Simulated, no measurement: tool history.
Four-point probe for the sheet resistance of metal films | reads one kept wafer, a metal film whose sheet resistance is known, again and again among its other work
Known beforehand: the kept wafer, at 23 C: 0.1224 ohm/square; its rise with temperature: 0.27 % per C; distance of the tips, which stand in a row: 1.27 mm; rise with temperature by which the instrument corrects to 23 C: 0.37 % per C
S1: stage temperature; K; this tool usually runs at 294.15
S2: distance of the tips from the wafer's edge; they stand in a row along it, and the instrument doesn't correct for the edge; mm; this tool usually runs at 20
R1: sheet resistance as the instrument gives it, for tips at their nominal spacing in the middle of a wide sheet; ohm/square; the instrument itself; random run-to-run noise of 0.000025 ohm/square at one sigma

Run 1, hour 0: usual settings. Result: R1 0.122925 ohm/square.
Run 2, hour 28.9: usual settings but S1 306.15 K. Result: R1 0.121507 ohm/square.
Run 3, hour 62.7: usual settings but S1 302.15 K. Result: R1 0.121999 ohm/square.
Run 4, hour 100.9: usual settings but S1 302.15 K. Result: R1 0.121943 ohm/square.
Run 5, hour 126.2: usual settings but S1 302.15 K. Result: R1 0.121948 ohm/square.
Run 6, hour 156.1: usual settings but S1 295.15 K, S2 26 mm. Result: R1 0.122664 ohm/square.

For run 7, what comes out?
Run 7, hour 191.2: usual settings but S1 300.15 K, S2 15 mm. Result: R1 ?.

R1: 0.122418 ohm/square
Had the tool carried no hidden state, the very same run would have given R1 0.122409 ohm/square.
